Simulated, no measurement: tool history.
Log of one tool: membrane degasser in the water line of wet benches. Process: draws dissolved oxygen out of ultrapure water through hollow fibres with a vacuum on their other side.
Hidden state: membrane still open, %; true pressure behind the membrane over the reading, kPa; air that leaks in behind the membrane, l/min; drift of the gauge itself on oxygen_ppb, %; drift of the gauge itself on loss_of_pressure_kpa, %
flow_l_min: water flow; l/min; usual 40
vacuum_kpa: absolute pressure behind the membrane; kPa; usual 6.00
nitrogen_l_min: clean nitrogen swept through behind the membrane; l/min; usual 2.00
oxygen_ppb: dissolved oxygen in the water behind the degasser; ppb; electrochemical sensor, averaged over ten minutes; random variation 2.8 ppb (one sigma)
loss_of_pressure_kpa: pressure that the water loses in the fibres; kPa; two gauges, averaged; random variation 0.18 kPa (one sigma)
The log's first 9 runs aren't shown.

run,hour,flow_l_min,vacuum_kpa,nitrogen_l_min,hours since the membrane was changed,hours since the vacuum gauge was calibrated,hours since the vacuum lines were made tight,oxygen_ppb,loss_of_pressure_kpa
10,809.1,40,6.00,2.53,4364,1515,5264,273.1,32.83
11,928.3,40,6.00,2.53,4483,1634,5383,274.2,32.66
12,1029.2,40,6.00,2.53,4584,1735,5484,270.6,32.39
13,1162.2,40,6.00,2.53,4717,1868,5617,278.2,32.71
14,1242.7,40,6.00,2.53,4798,1948,5698,277.6,32.79
15,1299.7,40,6.00,3.45,4855,2005,5754,252.9,32.62
16,1427.7,40,6.00,3.45,4983,2133,5882,251.2,32.89
17,1535.9,40,6.00,3.45,5091,2241,5991,246.5,32.85
18,1617.1,30,12.03,2.00,5172,2323,6072,381.8,24.63
19,1689.2,25,9.24,4.63,5244,2395,6144,129.6,20.47
20,1804.7,54,3.83,2.00,5360,2510,6260,375.2,44.28
21,1870.0,54,8.69,1.61,5425,2575,6325,668.5,44.06
22,1978.2,35,11.97,1.61,5533,2684,6433,531.4,28.78
23,2103.1,40,4.92,2.00,5658,2809,6558,251.6,32.88
24,2198.7,25,6.41,0.93,5754,2904,6653,246.2,20.56
25,2259.6,60,12.00,0.93,5815,2965,6714,1273.7,49.28
26,2375.5,40,9.42,4.67,5930,3081,6830,300.9,32.92
27,2446.8,40,9.26,1.92,6002,3152,6902,448.2,33.14
28,2521.5,40,5.18,2.00,6076,3227,6976,267.6,32.96
29,2601.9,47,13.49,2.57,6157,3307,7057,655.6,38.63
30,2691.8,40,9.98,2.00,6247,3397,7147,470.2,33.07
31,2764.2,61,4.60,1.04,6319,3470,7219,587.8,49.96

Forecast each of these 5 alternatives for the next run:
A,2849.6,25,6.00,2.00,6404,3555,7304,?,?
B,2849.6,54,5.27,5.67,6404,3555,7304,?,?
C,2849.6,57,3.75,1.15,6404,3555,7304,?,?
D,2849.6,30,6.00,1.38,6404,3555,7304,?,?
E,2849.6,61,4.60,1.01,6404,3555,7304,?,?

run,oxygen_ppb,loss_of_pressure_kpa
A,141.1,20.50
B,387.7,44.79
C,451.5,47.32
D,229.5,24.68
E,582.2,50.63
Without the tool's hidden state the same runs would have given:
run,oxygen_ppb,loss_of_pressure_kpa
A,125.1,19.78
B,346.3,43.24
C,391.7,45.68
D,205.3,23.82
E,519.1,48.88
